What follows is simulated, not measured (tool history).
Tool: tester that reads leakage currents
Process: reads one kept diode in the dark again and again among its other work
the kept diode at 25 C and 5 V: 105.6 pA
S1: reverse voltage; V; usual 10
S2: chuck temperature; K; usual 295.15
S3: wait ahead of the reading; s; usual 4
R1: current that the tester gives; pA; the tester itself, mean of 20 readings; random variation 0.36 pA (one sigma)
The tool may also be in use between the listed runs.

run 1 day=0 | S1=10 S2=295.15 S3=4 | R1=120.18
run 2 day=1.204 | S1=10 S2=295.15 S3=4 | R1=120.58
run 3 day=2.362 | S1=10 S2=295.15 S3=4 | R1=120.86
run 4 day=3.608 | S1=10 S2=295.15 S3=4 | R1=121.43
run 5 day=5.183 | S1=10 S2=295.15 S3=4 | R1=121.38
run 6 day=6.796 | S1=10 S2=308.15 S3=4 | R1=304.17
run 7 day=7.812 | S1=4 S2=295.15 S3=4 | R1=78.47
run 8 day=9.446 | S1=4 S2=295.15 S3=4 | R1=79.08
run 9 day=10.542 | S1=10 S2=295.15 S3=7.4 | R1=122.1
run 10 day=11.821 | S1=10 S2=295.15 S3=7.4 | R1=122.44
run 11 day=13.358 | S1=10 S2=298.15 S3=4.83 | R1=152.65
run 12 day=14.725 | S1=10 S2=298.15 S3=4.83 | R1=152.67
run 13 day=16.158 | S1=10 S2=298.15 S3=4.83 | R1=152.83
run 14 day=16.892 | S1=14.2 S2=298.15 S3=4.83 | R1=181.67
run 15 day=17.862 | S1=10 S2=295.15 S3=0.66 | R1=127.89
run 16 day=18.804 | S1=13.5 S2=295.15 S3=4 | R1=143.66
run 17 day=20.429 | S1=1.2 S2=298.15 S3=1.01 | R1=55.83
run 18 day=21.95 | S1=2.1 S2=294.15 S3=1.49 | R1=54.61

4 ways to go on from here, each from the tool as it stands after run 18. What would each give?
run A day=23.267 | S1=8.2 S2=301.15 S3=1.49 | R1=?
run B day=23.267 | S1=5.6 S2=294.15 S3=1.49 | R1=?
run C day=23.267 | S1=10 S2=314.15 S3=2.94 | R1=?
run D day=23.267 | S1=1.4 S2=300.15 S3=1.49 | R1=?

run=A R1=175.69
run=B R1=88.25
run=C R1=463.97
run=D R1=69.71
Without the tool's hidden state the same runs would have given:
run=A R1=167.8
run=B R1=83.75
run=C R1=447.61
run=D R1=67.08
